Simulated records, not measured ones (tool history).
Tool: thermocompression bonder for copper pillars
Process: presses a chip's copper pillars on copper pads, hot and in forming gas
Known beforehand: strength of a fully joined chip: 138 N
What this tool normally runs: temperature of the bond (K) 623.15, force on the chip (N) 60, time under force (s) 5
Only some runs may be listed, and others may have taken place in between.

run	day	temperature of the bond (K)	force on the chip (N)	time under force (s)	force that shears a chip off (N)
1	0	623.15	60	5	69.1
2	0.212	623.15	60	8	79.5
3	0.388	623.15	49	8	66.5
4	0.571	623.15	49	8	67.2
5	0.746	623.15	60	5	67.9
6	0.992	623.15	60	5	68.9
7	1.25	604.15	55	10	68.1
8	1.633	604.15	55	10	70.1
9	2.004	604.15	55	10	69.4
10	2.167	604.15	55	10	67.9
11	2.388	623.15	43	11	65.1
12	2.583	650.15	81	11	117

Measured result minus the same run's result without the hidden state. Both carry the same run-to-run variation, though not necessarily the same gauge scatter:
Hidden state present: true temperature of the bond over the reading, C; force that reaches the chip, % of what is set; oxide that the forming gas leaves, % of the face; drift of the gauge itself on shear_n, %.
run	force that shears a chip off (N)
1	-2.6
2	-3.3
3	-2.6
4	-2.8
5	-2.8
6	-2.9
7	-3
8	-3.1
9	-3.2
10	-3.2
11	-3.1
12	-6.9
